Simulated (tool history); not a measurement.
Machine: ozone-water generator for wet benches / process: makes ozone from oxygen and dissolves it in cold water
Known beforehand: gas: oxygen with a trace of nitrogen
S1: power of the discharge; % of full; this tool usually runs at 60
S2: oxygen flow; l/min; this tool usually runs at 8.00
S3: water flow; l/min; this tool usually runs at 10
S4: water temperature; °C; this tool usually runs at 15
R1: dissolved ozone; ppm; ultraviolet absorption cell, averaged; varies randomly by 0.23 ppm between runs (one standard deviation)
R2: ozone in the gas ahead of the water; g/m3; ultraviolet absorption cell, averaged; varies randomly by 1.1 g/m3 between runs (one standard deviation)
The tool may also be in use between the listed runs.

| run | hour | S1 | S2 | S3 | S4 | R1 | R2 |
|---|---|---|---|---|---|---|---|
| 1 | 0.0 | 60 | 8.00 | 10 | 15 | 33.0 | 199.4 |
| 2 | 56.2 | 60 | 8.00 | 10 | 15 | 32.4 | 199.2 |
| 3 | 128.7 | 60 | 8.00 | 10 | 15 | 32.8 | 199.3 |
| 4 | 210.3 | 60 | 8.00 | 10 | 15 | 32.9 | 196.4 |
|  | 216.2 | water thermometer calibrated |
| 5 | 273.2 | 60 | 8.00 | 10 | 15 | 32.7 | 198.3 |
| 6 | 307.7 | 60 | 8.00 | 10 | 15 | 32.5 | 198.4 |
| 7 | 386.5 | 60 | 8.00 | 10 | 15 | 32.6 | 195.7 |
| 8 | 446.3 | 78 | 8.00 | 9 | 15 | 43.4 | 246.2 |
| 9 | 491.4 | 78 | 8.00 | 9 | 15 | 43.3 | 246.4 |
|  | 552.8 | water thermometer calibrated, once more |
| 10 | 570.8 | 54 | 8.00 | 10 | 15 | 29.6 | 178.4 |
| 11 | 604.9 | 58 | 10.69 | 7 | 10 | 41.7 | 174.7 |
| 12 | 668.8 | 58 | 10.69 | 7 | 10 | 41.2 | 173.2 |
| 13 | 751.0 | 58 | 10.69 | 7 | 10 | 41.6 | 175.2 |
| 14 | 788.0 | 94 | 11.55 | 16 | 20 | 32.5 | 253.9 |

Branching from run 14: 5 alternative next runs. What would each branch give?
| A | 860.0 | 62 | 8.00 | 10 | 15 | ? | ? |
| B | 860.0 | 60 | 9.89 | 10 | 22 | ? | ? |
| C | 860.0 | 49 | 10.48 | 16 | 17 | ? | ? |
| D | 860.0 | 60 | 7.13 | 10 | 15 | ? | ? |
| E | 860.0 | 78 | 11.55 | 9 | 8 | ? | ? |

| run | R1 | R2 |
|---|---|---|
| A | 33.0 | 201.5 |
| B | 27.0 | 184.4 |
| C | 19.9 | 148.2 |
| D | 32.3 | 202.3 |
| E | 49.4 | 217.5 |
Stripped of hidden state, with their random variation kept, the same runs would have yielded:
| run | R1 | R2 |
|---|---|---|
| A | 36.0 | 211.2 |
| B | 29.4 | 192.9 |
| C | 21.5 | 153.6 |
| D | 35.2 | 211.7 |
| E | 54.3 | 230.4 |
